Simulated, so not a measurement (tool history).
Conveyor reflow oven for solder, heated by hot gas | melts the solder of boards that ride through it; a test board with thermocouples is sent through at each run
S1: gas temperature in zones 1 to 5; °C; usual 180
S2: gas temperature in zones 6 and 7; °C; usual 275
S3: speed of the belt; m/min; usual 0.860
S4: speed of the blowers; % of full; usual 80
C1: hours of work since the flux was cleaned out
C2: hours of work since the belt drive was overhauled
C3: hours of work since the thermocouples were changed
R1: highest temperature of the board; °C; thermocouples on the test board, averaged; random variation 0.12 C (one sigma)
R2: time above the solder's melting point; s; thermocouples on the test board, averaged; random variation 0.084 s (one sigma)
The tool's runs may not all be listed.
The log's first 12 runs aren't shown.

| run | day | S1 | S2 | S3 | S4 | C1 | C2 | C3 | R1 | R2 |
|---|---|---|---|---|---|---|---|---|---|---|
| 13 | 10.712 | 180 | 275 | 0.860 | 80 | 85 | 294 | 500 | 258.9 | 46.46 |
|  | 11.096 | thermocouples of zones 6 and 7 changed |
| 14 | 11.912 | 180 | 275 | 0.860 | 80 | 99 | 309 | 11 | 259.0 | 46.32 |
| 15 | 12.896 | 189 | 275 | 0.860 | 80 | 112 | 322 | 23 | 260.5 | 49.64 |
| 16 | 13.629 | 180 | 275 | 0.817 | 80 | 122 | 331 | 33 | 260.7 | 49.86 |
| 17 | 14.358 | 184 | 275 | 0.860 | 51 | 131 | 341 | 42 | 253.8 | 44.16 |
| 18 | 14.958 | 188 | 266 | 0.971 | 90 | 139 | 348 | 50 | 250.3 | 39.38 |
| 19 | 16.058 | 180 | 289 | 0.860 | 80 | 153 | 363 | 64 | 271.3 | 51.04 |
| 20 | 16.762 | 180 | 275 | 0.860 | 60 | 162 | 372 | 74 | 255.4 | 43.94 |
| 21 | 17.892 | 180 | 275 | 0.860 | 60 | 177 | 387 | 88 | 255.1 | 43.99 |
| 22 | 18.546 | 180 | 275 | 0.860 | 60 | 185 | 395 | 97 | 255.1 | 43.97 |
| 23 | 19.346 | 180 | 275 | 0.860 | 60 | 196 | 405 | 107 | 255.1 | 44.04 |
| 24 | 20.333 | 170 | 282 | 0.730 | 60 | 209 | 418 | 120 | 265.0 | 55.06 |
| 25 | 21.042 | 180 | 275 | 0.923 | 80 | 218 | 428 | 129 | 256.4 | 41.96 |
| 26 | 22.154 | 180 | 286 | 0.787 | 58 | 232 | 442 | 144 | 267.3 | 54.28 |
| 27 | 22.650 | 165 | 275 | 0.860 | 80 | 239 | 448 | 150 | 256.2 | 41.33 |
| 28 | 23.192 | 181 | 276 | 0.880 | 87 | 246 | 455 | 157 | 260.1 | 46.29 |
| 29 | 24.217 | 169 | 276 | 0.880 | 87 | 259 | 469 | 170 | 258.2 | 42.32 |
| 30 | 25.400 | 175 | 284 | 0.967 | 87 | 274 | 484 | 186 | 262.9 | 41.21 |
| 31 | 26.446 | 174 | 283 | 0.860 | 80 | 288 | 498 | 199 | 264.9 | 47.33 |

Forecast each of these 3 alternatives for the next run:
| A | 27.600 | 170 | 285 | 0.908 | 80 | 303 | 513 | 214 | ? | ? |
| B | 27.600 | 185 | 283 | 0.860 | 77 | 303 | 513 | 214 | ? | ? |
| C | 27.600 | 174 | 285 | 0.860 | 80 | 303 | 513 | 214 | ? | ? |

| run | R1 | R2 |
|---|---|---|
| A | 263.8 | 43.30 |
| B | 266.1 | 50.34 |
| C | 266.4 | 48.00 |
Without the tool's hidden state the same runs would have given:
| run | R1 | R2 |
|---|---|---|
| A | 263.8 | 43.30 |
| B | 266.2 | 50.34 |
| C | 266.5 | 48.00 |
